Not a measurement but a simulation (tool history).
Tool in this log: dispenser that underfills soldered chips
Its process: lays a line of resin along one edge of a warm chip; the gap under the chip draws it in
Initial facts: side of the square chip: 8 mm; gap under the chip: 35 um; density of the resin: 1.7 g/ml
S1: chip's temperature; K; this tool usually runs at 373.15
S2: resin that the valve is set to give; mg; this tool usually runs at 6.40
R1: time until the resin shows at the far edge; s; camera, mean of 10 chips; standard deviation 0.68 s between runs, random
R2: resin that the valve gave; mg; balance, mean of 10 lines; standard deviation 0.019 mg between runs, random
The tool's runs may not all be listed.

| run | hour | S1 | S2 | R1 | R2 |
|---|---|---|---|---|---|
| 1 | 0.0 | 373.15 | 6.40 | 81.2 | 6.19 |
|  | 2.0 | new syringe of resin |
| 2 | 7.2 | 373.15 | 6.40 | 71.2 | 6.19 |
|  | 14.8 | new syringe of resin |
| 3 | 17.0 | 373.15 | 6.40 | 64.4 | 6.18 |
| 4 | 25.5 | 373.15 | 6.40 | 82.5 | 6.11 |
|  | 27.8 | new syringe of resin |
|  | 28.8 | dispensing valve cleaned and set on the balance |
| 5 | 30.9 | 373.15 | 6.40 | 64.5 | 6.40 |
| 6 | 35.3 | 379.15 | 6.40 | 57.0 | 6.36 |
| 7 | 40.4 | 373.15 | 6.40 | 86.1 | 6.33 |
|  | 41.3 | new syringe of resin |
| 8 | 50.2 | 373.15 | 6.40 | 77.8 | 6.33 |
|  | 53.8 | new syringe of resin |
| 9 | 58.0 | 375.15 | 6.40 | 62.1 | 6.32 |
| 10 | 63.3 | 375.15 | 6.40 | 73.2 | 6.28 |
|  | 66.7 | new syringe of resin |
| 11 | 72.8 | 375.15 | 6.40 | 66.4 | 6.27 |
|  | 79.3 | new syringe of resin |
| 12 | 79.4 | 373.15 | 5.42 | 62.9 | 5.28 |
| 13 | 87.7 | 367.15 | 6.40 | 102.2 | 6.29 |
|  | 91.8 | new syringe of resin |
| 14 | 93.2 | 367.15 | 6.40 | 82.8 | 6.26 |
| 15 | 102.8 | 367.15 | 6.40 | 107.8 | 6.20 |
|  | 104.5 | new syringe of resin |
| 16 | 110.8 | 367.15 | 6.40 | 93.5 | 6.24 |
|  | 117.2 | new syringe of resin |
| 17 | 117.4 | 373.15 | 6.40 | 60.3 | 6.19 |
| 18 | 121.9 | 373.15 | 7.00 | 67.9 | 6.79 |
| 19 | 128.0 | 373.15 | 7.00 | 81.3 | 6.76 |
|  | 129.8 | new syringe of resin |
| 20 | 133.5 | 387.15 | 7.21 | 38.1 | 6.98 |
|  | 142.4 | new syringe of resin |
| 21 | 143.2 | 362.15 | 6.64 | 96.7 | 6.38 |
| 22 | 149.0 | 370.15 | 6.39 | 81.2 | 6.14 |
|  | 155.0 | new syringe of resin |
| 23 | 156.3 | 384.15 | 6.49 | 41.0 | 6.23 |
|  | 159.4 | dispensing valve cleaned and set on the balance |
| 24 | 163.4 | 376.15 | 6.40 | 66.4 | 6.38 |
|  | 168.8 | new syringe of resin |
| 25 | 172.9 | 380.15 | 6.40 | 50.5 | 6.37 |
| 26 | 178.1 | 360.15 | 6.49 | 140.2 | 6.45 |
|  | 181.7 | new syringe of resin |
| 27 | 188.1 | 360.15 | 7.92 | 125.6 | 7.89 |
|  | 194.2 | new syringe of resin |
| 28 | 197.6 | 359.15 | 6.44 | 122.0 | 6.38 |
| 29 | 205.6 | 374.15 | 6.97 | 79.6 | 6.85 |
|  | 207.3 | new syringe of resin |
| 30 | 210.1 | 378.15 | 6.82 | 51.7 | 6.69 |
|  | 219.9 | new syringe of resin |
| 31 | 219.9 | 360.15 | 5.90 | 107.0 | 5.79 |
| 32 | 228.3 | 360.15 | 5.90 | 134.9 | 5.73 |
|  | 232.9 | new syringe of resin |
| 33 | 234.3 | 387.15 | 6.08 | 34.7 | 5.93 |
| 34 | 243.6 | 387.15 | 5.76 | 44.6 | 5.62 |
|  | 246.2 | new syringe of resin |
| 35 | 251.5 | 383.15 | 5.54 | 47.5 | 5.37 |
| 36 | 258.0 | 380.15 | 6.77 | 61.8 | 6.55 |

Forecast each of these 3 alternatives for the next run:
|  | 259.2 | new syringe of resin |
| A | 267.3 | 380.15 | 7.38 | ? | ? |
|  | 259.2 | new syringe of resin |
| B | 267.3 | 365.15 | 6.47 | ? | ? |
|  | 259.2 | new syringe of resin |
| C | 267.3 | 366.15 | 6.77 | ? | ? |

| run | R1 | R2 |
|---|---|---|
| A | 56.1 | 7.14 |
| B | 105.3 | 6.26 |
| C | 101.4 | 6.53 |
Stripped of hidden state, with their random variation kept, the same runs would have yielded:
| run | R1 | R2 |
|---|---|---|
| A | 45.6 | 7.39 |
| B | 85.4 | 6.48 |
| C | 82.4 | 6.76 |
